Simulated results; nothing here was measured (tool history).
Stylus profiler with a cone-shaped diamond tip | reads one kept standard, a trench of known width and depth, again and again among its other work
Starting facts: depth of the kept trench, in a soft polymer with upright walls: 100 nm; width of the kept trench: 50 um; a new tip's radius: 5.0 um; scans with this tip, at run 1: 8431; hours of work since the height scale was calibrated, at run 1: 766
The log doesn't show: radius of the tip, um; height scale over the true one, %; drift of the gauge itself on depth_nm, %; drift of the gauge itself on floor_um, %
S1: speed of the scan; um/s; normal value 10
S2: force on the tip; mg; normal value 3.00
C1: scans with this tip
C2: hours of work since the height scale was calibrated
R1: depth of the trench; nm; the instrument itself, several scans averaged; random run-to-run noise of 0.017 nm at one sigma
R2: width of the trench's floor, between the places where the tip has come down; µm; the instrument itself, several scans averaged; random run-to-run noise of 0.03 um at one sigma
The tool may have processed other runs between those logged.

{"run": 1, "day": 0.0, "S1": 10, "S2": 3.0, "C1": 8431, "C2": 766, "R1": 100.51, "R2": 47.79}
{"day": 2.762, "done": "height scale calibrated on a step standard"}
{"run": 2, "day": 3.288, "S1": 10, "S2": 3.0, "C1": 8737, "C2": 9, "R1": 100.71, "R2": 47.72}
{"run": 3, "day": 6.092, "S1": 10, "S2": 3.0, "C1": 8999, "C2": 60, "R1": 100.71, "R2": 47.75}
{"run": 4, "day": 8.742, "S1": 10, "S2": 3.0, "C1": 9248, "C2": 108, "R1": 100.71, "R2": 47.79}
{"run": 5, "day": 12.829, "S1": 10, "S2": 3.0, "C1": 9631, "C2": 181, "R1": 100.68, "R2": 47.69}
{"run": 6, "day": 14.904, "S1": 10, "S2": 3.0, "C1": 9825, "C2": 218, "R1": 100.65, "R2": 47.74}
{"run": 7, "day": 17.246, "S1": 10, "S2": 3.0, "C1": 10044, "C2": 260, "R1": 100.62, "R2": 47.73}
{"run": 8, "day": 19.779, "S1": 10, "S2": 3.0, "C1": 10282, "C2": 306, "R1": 100.61, "R2": 47.7}
{"run": 9, "day": 22.225, "S1": 10, "S2": 3.61, "C1": 10511, "C2": 350, "R1": 100.71, "R2": 47.76}
{"run": 10, "day": 26.721, "S1": 10, "S2": 3.61, "C1": 10932, "C2": 431, "R1": 100.67, "R2": 47.69}
{"run": 11, "day": 30.221, "S1": 3, "S2": 3.0, "C1": 11260, "C2": 494, "R1": 100.57, "R2": 47.73}
{"run": 12, "day": 32.858, "S1": 2, "S2": 3.0, "C1": 11507, "C2": 541, "R1": 100.54, "R2": 47.66}
{"run": 13, "day": 36.225, "S1": 4, "S2": 3.0, "C1": 11822, "C2": 602, "R1": 100.52, "R2": 47.68}
{"run": 14, "day": 39.492, "S1": 4, "S2": 3.0, "C1": 12128, "C2": 661, "R1": 100.51, "R2": 47.73}
{"run": 15, "day": 42.988, "S1": 4, "S2": 3.0, "C1": 12456, "C2": 723, "R1": 100.47, "R2": 47.65}
{"run": 16, "day": 46.812, "S1": 34, "S2": 3.0, "C1": 12814, "C2": 792, "R1": 100.44, "R2": 47.6}
{"day": 48.142, "done": "height scale calibrated on a step standard"}
{"run": 17, "day": 50.825, "S1": 34, "S2": 3.0, "C1": 13188, "C2": 48, "R1": 100.79, "R2": 47.53}
{"run": 18, "day": 53.4, "S1": 34, "S2": 3.0, "C1": 13429, "C2": 95, "R1": 100.73, "R2": 47.6}
{"run": 19, "day": 57.696, "S1": 34, "S2": 6.89, "C1": 13832, "C2": 172, "R1": 101.27, "R2": 47.62}
{"run": 20, "day": 60.867, "S1": 34, "S2": 6.89, "C1": 14129, "C2": 229, "R1": 101.26, "R2": 47.56}
{"run": 21, "day": 63.25, "S1": 34, "S2": 6.89, "C1": 14352, "C2": 272, "R1": 101.25, "R2": 47.56}
{"run": 22, "day": 65.808, "S1": 34, "S2": 6.89, "C1": 14592, "C2": 318, "R1": 101.24, "R2": 47.58}
{"run": 23, "day": 68.979, "S1": 34, "S2": 6.89, "C1": 14889, "C2": 375, "R1": 101.25, "R2": 47.61}
{"run": 24, "day": 71.638, "S1": 24, "S2": 6.56, "C1": 15138, "C2": 423, "R1": 101.14, "R2": 47.55}
{"run": 25, "day": 74.346, "S1": 2, "S2": 3.71, "C1": 15392, "C2": 471, "R1": 100.73, "R2": 47.56}
{"run": 26, "day": 78.475, "S1": 5, "S2": 3.56, "C1": 15778, "C2": 545, "R1": 100.69, "R2": 47.56}
{"run": 27, "day": 82.667, "S1": 4, "S2": 3.0, "C1": 16171, "C2": 621, "R1": 100.58, "R2": 47.56}
{"run": 28, "day": 84.562, "S1": 4, "S2": 3.0, "C1": 16349, "C2": 655, "R1": 100.55, "R2": 47.51}
{"run": 29, "day": 88.775, "S1": 39, "S2": 4.65, "C1": 16743, "C2": 731, "R1": 100.79, "R2": 47.49}
{"run": 30, "day": 92.154, "S1": 28, "S2": 3.0, "C1": 17060, "C2": 791, "R1": 100.49, "R2": 47.47}
{"day": 93.55, "done": "height scale calibrated on a step standard"}
{"run": 31, "day": 94.617, "S1": 14, "S2": 7.62, "C1": 17289, "C2": 19, "R1": 101.4, "R2": 47.52}
{"run": 32, "day": 97.546, "S1": 30, "S2": 6.45, "C1": 17563, "C2": 72, "R1": 101.25, "R2": 47.51}
{"run": 33, "day": 102.179, "S1": 30, "S2": 6.45, "C1": 17997, "C2": 155, "R1": 101.22, "R2": 47.47}
{"run": 34, "day": 105.304, "S1": 6, "S2": 1.36, "C1": 18290, "C2": 211, "R1": 100.37, "R2": 47.43}
{"run": 35, "day": 107.238, "S1": 6, "S2": 1.36, "C1": 18471, "C2": 246, "R1": 100.31, "R2": 47.51}
{"run": 36, "day": 111.392, "S1": 4, "S2": 2.09, "C1": 18860, "C2": 321, "R1": 100.46, "R2": 47.5}
{"run": 37, "day": 114.6, "S1": 3, "S2": 5.78, "C1": 19161, "C2": 379, "R1": 101.02, "R2": 47.52}
{"run": 38, "day": 117.475, "S1": 3, "S2": 5.78, "C1": 19430, "C2": 430, "R1": 100.98, "R2": 47.44}
{"run": 39, "day": 121.588, "S1": 3, "S2": 5.78, "C1": 19815, "C2": 504, "R1": 101.0, "R2": 47.46}
{"run": 40, "day": 124.125, "S1": 11, "S2": 4.99, "C1": 20053, "C2": 550, "R1": 100.88, "R2": 47.45}
{"run": 41, "day": 128.658, "S1": 25, "S2": 5.93, "C1": 20478, "C2": 631, "R1": 100.95, "R2": 47.42}
{"run": 42, "day": 132.562, "S1": 25, "S2": 5.93, "C1": 20843, "C2": 702, "R1": 100.95, "R2": 47.36}
{"run": 43, "day": 136.133, "S1": 25, "S2": 5.93, "C1": 21178, "C2": 766, "R1": 100.94, "R2": 47.4}
{"day": 138.812, "done": "height scale calibrated on a step standard"}
{"run": 44, "day": 139.942, "S1": 3, "S2": 8.52, "C1": 21533, "C2": 20, "R1": 101.5, "R2": 47.48}
{"run": 45, "day": 142.362, "S1": 3, "S2": 1.86, "C1": 21760, "C2": 64, "R1": 100.5, "R2": 47.41}

Here are 5 independent what-if runs from the current tool condition. What would each one return?
{"run": "A", "day": 144.792, "S1": 4, "S2": 3.38, "C1": 21987, "C2": 107, "R1": "?", "R2": "?"}
{"run": "B", "day": 144.792, "S1": 14, "S2": 1.31, "C1": 21987, "C2": 107, "R1": "?", "R2": "?"}
{"run": "C", "day": 144.792, "S1": 8, "S2": 8.41, "C1": 21987, "C2": 107, "R1": "?", "R2": "?"}
{"run": "D", "day": 144.792, "S1": 18, "S2": 1.86, "C1": 21987, "C2": 107, "R1": "?", "R2": "?"}
{"run": "E", "day": 144.792, "S1": 6, "S2": 8.54, "C1": 21987, "C2": 107, "R1": "?", "R2": "?"}

run=A R1=100.74 R2=47.44
run=B R1=100.34 R2=47.41
run=C R1=101.44 R2=47.39
run=D R1=100.50 R2=47.36
run=E R1=101.47 R2=47.45
Without the tool's hidden state the same runs would have given:
run=A R1=100.82 R2=48.03
run=B R1=100.42 R2=48.01
run=C R1=101.52 R2=47.98
run=D R1=100.58 R2=47.95
run=E R1=101.55 R2=48.04
